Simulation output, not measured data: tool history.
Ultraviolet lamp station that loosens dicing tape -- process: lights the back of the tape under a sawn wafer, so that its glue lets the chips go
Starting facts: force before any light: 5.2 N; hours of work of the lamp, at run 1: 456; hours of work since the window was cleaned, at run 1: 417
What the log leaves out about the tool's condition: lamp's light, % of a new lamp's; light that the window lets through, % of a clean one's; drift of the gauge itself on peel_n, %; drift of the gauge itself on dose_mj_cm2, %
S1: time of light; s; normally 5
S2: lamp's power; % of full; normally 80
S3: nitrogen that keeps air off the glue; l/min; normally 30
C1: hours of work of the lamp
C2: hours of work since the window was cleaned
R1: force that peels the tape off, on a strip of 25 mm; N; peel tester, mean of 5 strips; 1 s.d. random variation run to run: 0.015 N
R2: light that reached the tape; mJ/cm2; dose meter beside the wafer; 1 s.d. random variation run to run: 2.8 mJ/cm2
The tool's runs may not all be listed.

| run | hour | S1 | S2 | S3 | C1 | C2 | R1 | R2 |
|---|---|---|---|---|---|---|---|---|
| 1 | 0.0 | 5 | 80 | 30 | 456 | 417 | 0.993 | 315 |
| 2 | 23.7 | 5 | 80 | 30 | 468 | 429 | 1.028 | 315 |
| 3 | 54.1 | 5 | 80 | 30 | 483 | 444 | 0.987 | 311 |
| 4 | 69.0 | 5 | 80 | 30 | 491 | 452 | 1.019 | 317 |
| 5 | 90.8 | 5 | 80 | 30 | 502 | 463 | 1.020 | 310 |
| 6 | 111.1 | 5 | 80 | 30 | 512 | 473 | 1.045 | 308 |
| 7 | 127.1 | 5 | 80 | 30 | 521 | 482 | 1.007 | 311 |
| 8 | 152.3 | 5 | 87 | 30 | 534 | 495 | 0.930 | 335 |
| 9 | 177.5 | 5 | 87 | 30 | 546 | 507 | 0.928 | 329 |
| 10 | 211.6 | 5 | 87 | 30 | 564 | 525 | 0.950 | 329 |
| 11 | 240.9 | 5 | 80 | 30 | 579 | 540 | 1.095 | 297 |
|  | 264.1 | window cleaned of glue's vapour |
| 12 | 270.9 | 5 | 80 | 30 | 594 | 3 | 1.112 | 280 |
| 13 | 302.9 | 5 | 80 | 30 | 610 | 20 | 1.139 | 279 |
| 14 | 325.8 | 5 | 80 | 42 | 622 | 32 | 1.004 | 282 |
| 15 | 343.2 | 5 | 96 | 42 | 631 | 40 | 0.737 | 337 |
| 16 | 378.2 | 5 | 96 | 42 | 649 | 58 | 0.759 | 335 |
| 17 | 411.2 | 5 | 96 | 34 | 666 | 75 | 0.878 | 329 |
| 18 | 428.2 | 5 | 96 | 34 | 674 | 84 | 0.901 | 330 |
|  | 442.0 | window cleaned of glue's vapour, once more |
| 19 | 463.9 | 5 | 96 | 34 | 692 | 11 | 0.614 | 397 |
| 20 | 492.8 | 5 | 96 | 34 | 707 | 26 | 0.635 | 396 |
| 21 | 515.7 | 5 | 96 | 34 | 719 | 38 | 0.667 | 399 |
| 22 | 548.7 | 8 | 96 | 37 | 736 | 55 | 0.281 | 623 |
| 23 | 568.3 | 8 | 96 | 37 | 746 | 65 | 0.293 | 618 |
| 24 | 589.9 | 2 | 71 | 30 | 757 | 76 | 2.789 | 115 |
| 25 | 622.2 | 3 | 61 | 49 | 773 | 92 | 1.950 | 145 |
| 26 | 644.5 | 3 | 61 | 49 | 785 | 104 | 2.070 | 144 |
| 27 | 675.8 | 3 | 66 | 49 | 801 | 120 | 1.899 | 154 |
| 28 | 711.5 | 5 | 85 | 10 | 819 | 138 | 1.729 | 329 |
| 29 | 746.7 | 8 | 98 | 18 | 837 | 156 | 0.480 | 604 |
| 30 | 763.0 | 3 | 89 | 30 | 846 | 164 | 1.637 | 205 |
| 31 | 789.4 | 3 | 80 | 41 | 859 | 178 | 1.730 | 179 |
| 32 | 805.1 | 3 | 61 | 17 | 867 | 186 | 2.875 | 137 |
| 33 | 820.0 | 10 | 64 | 30 | 875 | 193 | 0.495 | 477 |
| 34 | 847.2 | 5 | 71 | 22 | 889 | 207 | 1.486 | 264 |
| 35 | 873.5 | 4 | 80 | 49 | 902 | 221 | 1.166 | 238 |
| 36 | 901.5 | 2 | 80 | 55 | 916 | 235 | 2.377 | 121 |
| 37 | 932.6 | 9 | 73 | 49 | 932 | 251 | 0.347 | 487 |
| 38 | 961.8 | 2 | 68 | 27 | 947 | 266 | 3.107 | 97 |
| 39 | 992.5 | 5 | 80 | 17 | 963 | 282 | 1.516 | 286 |
| 40 | 1008.8 | 5 | 80 | 17 | 971 | 290 | 1.451 | 287 |
| 41 | 1031.5 | 5 | 96 | 31 | 983 | 302 | 0.846 | 350 |
| 42 | 1047.1 | 5 | 96 | 31 | 991 | 310 | 0.886 | 339 |

For some of the steps in R1 from one run to the next: how much would appear even if the tool had no hidden state, given the settings, what came in and random variation, and how much remains for the hidden state plus any gauge scatter that the measured result and the result without hidden state don't share?
Run 23 -> 24: S1 8 -> 2, S2 96 -> 71, S3 37 -> 30. R1 +2.496 N: hidden state +0.283, all else +2.213.
Run 32 -> 33: S1 3 -> 10, S2 61 -> 64, S3 17 -> 30. R1 -2.380 N: hidden state -0.268, all else -2.112.
Run 36 -> 37: S1 2 -> 9, S2 80 -> 73, S3 55 -> 49. R1 -2.030 N: hidden state -0.401, all else -1.629.
Run 37 -> 38: S1 9 -> 2, S2 73 -> 68, S3 49 -> 27. R1 +2.760 N: hidden state +0.374, all else +2.386.

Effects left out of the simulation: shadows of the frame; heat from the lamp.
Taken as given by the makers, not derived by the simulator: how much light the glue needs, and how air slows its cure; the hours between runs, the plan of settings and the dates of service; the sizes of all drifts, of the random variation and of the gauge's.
